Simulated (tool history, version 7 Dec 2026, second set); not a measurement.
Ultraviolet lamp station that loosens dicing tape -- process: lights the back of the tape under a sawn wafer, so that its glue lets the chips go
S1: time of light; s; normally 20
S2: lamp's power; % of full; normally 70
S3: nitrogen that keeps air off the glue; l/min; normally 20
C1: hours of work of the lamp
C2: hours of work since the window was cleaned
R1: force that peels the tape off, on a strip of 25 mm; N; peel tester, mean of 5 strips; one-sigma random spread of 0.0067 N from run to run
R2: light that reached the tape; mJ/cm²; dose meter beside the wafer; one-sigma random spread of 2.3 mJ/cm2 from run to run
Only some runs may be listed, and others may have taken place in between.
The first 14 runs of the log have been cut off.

| run | hour | S1 | S2 | S3 | C1 | C2 | R1 | R2 |
|---|---|---|---|---|---|---|---|---|
| 15 | 365.3 | 20 | 70 | 20 | 417 | 133 | 0.276 | 197 |
| 16 | 386.1 | 20 | 70 | 20 | 427 | 144 | 0.281 | 202 |
| 17 | 418.1 | 20 | 70 | 20 | 444 | 160 | 0.288 | 199 |
| 18 | 448.8 | 20 | 70 | 20 | 459 | 176 | 0.28 | 199 |
| 19 | 472.2 | 14 | 64 | 11 | 471 | 188 | 0.984 | 128 |
| 20 | 504 | 14 | 64 | 11 | 488 | 204 | 0.975 | 130 |
| 21 | 524.7 | 13 | 70 | 8 | 498 | 215 | 1.114 | 127 |
| 22 | 552 | 20 | 70 | 20 | 512 | 229 | 0.297 | 191 |
| 23 | 587.2 | 20 | 77 | 25 | 530 | 247 | 0.22 | 214 |
| 24 | 617.1 | 39 | 65 | 30 | 546 | 262 | 0.116 | 347 |
| 25 | 648 | 39 | 65 | 30 | 561 | 278 | 0.115 | 349 |
| 26 | 686.4 | 20 | 81 | 20 | 581 | 298 | 0.246 | 218 |
| 27 | 709.7 | 20 | 81 | 20 | 593 | 310 | 0.246 | 220 |
| 28 | 741.6 | 20 | 81 | 20 | 609 | 326 | 0.238 | 214 |
| 29 | 776.1 | 15 | 85 | 20 | 627 | 344 | 0.396 | 168 |
| 30 | 805.7 | 38 | 70 | 8 | 642 | 359 | 0.183 | 357 |
| 31 | 833.5 | 38 | 70 | 8 | 656 | 373 | 0.191 | 354 |
| 32 | 850.7 | 38 | 70 | 8 | 665 | 382 | 0.202 | 348 |
| 33 | 888.5 | 38 | 70 | 8 | 685 | 401 | 0.207 | 348 |

Predict each of these 3 candidate next runs independently; none follows another, all start after run 33:
| A | 907.3 | 18 | 71 | 26 | 694 | 411 | ? | ? |
| B | 907.3 | 11 | 70 | 7 | 694 | 411 | ? | ? |
| C | 907.3 | 29 | 92 | 17 | 694 | 411 | ? | ? |

| run | R1 | R2 |
|---|---|---|
| A | 0.357 | 166 |
| B | 1.542 | 99 |
| C | 0.127 | 347 |
With no hidden state in the tool, these same runs would have given:
| run | R1 | R2 |
|---|---|---|
| A | 0.231 | 209 |
| B | 1.212 | 125 |
| C | 0.107 | 437 |
